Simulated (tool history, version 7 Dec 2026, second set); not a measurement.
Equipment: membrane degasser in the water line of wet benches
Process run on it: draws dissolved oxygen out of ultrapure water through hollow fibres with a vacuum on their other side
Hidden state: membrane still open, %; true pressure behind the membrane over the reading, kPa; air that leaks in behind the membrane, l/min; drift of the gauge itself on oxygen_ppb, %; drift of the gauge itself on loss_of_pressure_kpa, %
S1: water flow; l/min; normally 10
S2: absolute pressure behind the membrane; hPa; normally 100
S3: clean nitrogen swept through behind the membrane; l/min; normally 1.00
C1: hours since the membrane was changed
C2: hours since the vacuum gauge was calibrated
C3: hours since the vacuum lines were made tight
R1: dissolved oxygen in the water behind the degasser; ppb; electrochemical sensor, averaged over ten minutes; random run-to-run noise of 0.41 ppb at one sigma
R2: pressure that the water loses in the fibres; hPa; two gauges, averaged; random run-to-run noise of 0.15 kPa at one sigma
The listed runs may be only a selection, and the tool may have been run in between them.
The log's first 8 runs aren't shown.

run,hour,S1,S2,S3,C1,C2,C3,R1,R2
9,415.9,10,100,0.47,2512,5406,3767,313.1,490.5
10,475.6,10,100,1.00,2572,5466,3827,162.2,491.3
11,524.5,10,100,1.00,2621,5515,3876,161.0,488.4
12,574.5,10,100,1.00,2671,5565,3926,162.0,490.0
13,620.1,10,100,2.40,2716,5610,3971,72.6,487.0
14,687.8,10,100,2.40,2784,5678,4039,72.9,489.7
15,748.9,10,100,2.40,2845,5739,4100,72.6,490.8
16,797.6,10,100,1.00,2894,5788,4149,161.2,491.1
# hour 839.8: vacuum gauge calibrated
17,860.0,13,91,0.81,2956,20,4211,221.8,635.7
18,942.0,15,100,0.87,3038,102,4293,275.7,740.0
19,979.5,6,235,1.00,3075,140,4330,288.3,296.1
20,1043.6,6,235,1.00,3139,204,4394,288.3,293.1
# hour 1056.3: seals of the vacuum lines changed
21,1117.3,15,100,1.09,3211,276,61,230.7,733.6
22,1155.9,12,100,2.82,3250,314,100,77.7,590.7
23,1193.8,10,100,2.93,3288,352,138,59.9,492.3
24,1229.1,10,100,2.93,3323,387,173,60.2,490.8
25,1267.5,10,100,2.93,3361,426,211,60.3,491.6

Run 26 has not been measured yet. What should we expect?
26,1316.2,14,100,0.72,3410,474,260,?,?

{"run 26": {"R1": 300.2, "R2": 686.1}}
Take away the tool's hidden state, keep the run-to-run variation as it was, and the same run would have given R1 300.1 ppb, R2 685.9 hPa.
